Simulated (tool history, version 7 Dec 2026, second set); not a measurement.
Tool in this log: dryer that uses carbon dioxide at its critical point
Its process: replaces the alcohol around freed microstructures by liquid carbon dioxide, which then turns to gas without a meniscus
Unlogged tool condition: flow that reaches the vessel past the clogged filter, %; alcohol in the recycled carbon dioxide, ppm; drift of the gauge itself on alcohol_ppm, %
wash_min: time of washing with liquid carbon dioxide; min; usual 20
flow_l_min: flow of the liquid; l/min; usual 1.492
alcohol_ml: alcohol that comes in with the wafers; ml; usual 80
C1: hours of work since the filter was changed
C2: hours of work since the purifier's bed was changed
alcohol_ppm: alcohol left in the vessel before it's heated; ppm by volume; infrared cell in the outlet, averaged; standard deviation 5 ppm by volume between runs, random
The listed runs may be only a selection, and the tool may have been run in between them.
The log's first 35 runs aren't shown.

-- hour=419.2 inlet filter changed
run 36 hour=420.3 | wash_min=15 flow_l_min=0.920 alcohol_ml=99 | C1=1 C2=338 | alcohol_ppm=1158
run 37 hour=436.8 | wash_min=19 flow_l_min=2.200 alcohol_ml=30 | C1=9 C2=347 | alcohol_ppm=144
run 38 hour=447.0 | wash_min=13 flow_l_min=1.680 alcohol_ml=43 | C1=15 C2=352 | alcohol_ppm=243
run 39 hour=461.4 | wash_min=13 flow_l_min=1.680 alcohol_ml=43 | C1=22 C2=360 | alcohol_ppm=234
run 40 hour=473.0 | wash_min=17 flow_l_min=1.680 alcohol_ml=83 | C1=28 C2=366 | alcohol_ppm=210
run 41 hour=484.1 | wash_min=17 flow_l_min=1.680 alcohol_ml=83 | C1=34 C2=372 | alcohol_ppm=205
run 42 hour=497.2 | wash_min=20 flow_l_min=1.440 alcohol_ml=80 | C1=41 C2=379 | alcohol_ppm=199
run 43 hour=510.8 | wash_min=20 flow_l_min=1.440 alcohol_ml=80 | C1=48 C2=386 | alcohol_ppm=205
run 44 hour=526.9 | wash_min=21 flow_l_min=1.560 alcohol_ml=25 | C1=56 C2=394 | alcohol_ppm=179
run 45 hour=535.5 | wash_min=30 flow_l_min=2.280 alcohol_ml=52 | C1=61 C2=399 | alcohol_ppm=177
run 46 hour=543.7 | wash_min=30 flow_l_min=1.240 alcohol_ml=52 | C1=65 C2=403 | alcohol_ppm=173

Each row is a separate what-if for the run after 46, all from the same tool condition, not one after another. Results?
run A hour=554.1 | wash_min=20 flow_l_min=1.190 alcohol_ml=80 | C1=71 C2=408 | alcohol_ppm=?
run B hour=554.1 | wash_min=15 flow_l_min=1.492 alcohol_ml=21 | C1=71 C2=408 | alcohol_ppm=?
run C hour=554.1 | wash_min=14 flow_l_min=1.560 alcohol_ml=74 | C1=71 C2=408 | alcohol_ppm=?
run D hour=554.1 | wash_min=18 flow_l_min=1.240 alcohol_ml=52 | C1=71 C2=408 | alcohol_ppm=?
run E hour=554.1 | wash_min=20 flow_l_min=1.160 alcohol_ml=93 | C1=71 C2=408 | alcohol_ppm=?

run=A alcohol_ppm=297
run=B alcohol_ppm=219
run=C alcohol_ppm=370
run=D alcohol_ppm=285
run=E alcohol_ppm=337
With the hidden condition removed and each run's random variation left untouched, the same runs would have given:
run=A alcohol_ppm=82
run=B alcohol_ppm=34
run=C alcohol_ppm=133
run=D alcohol_ppm=76
run=E alcohol_ppm=109
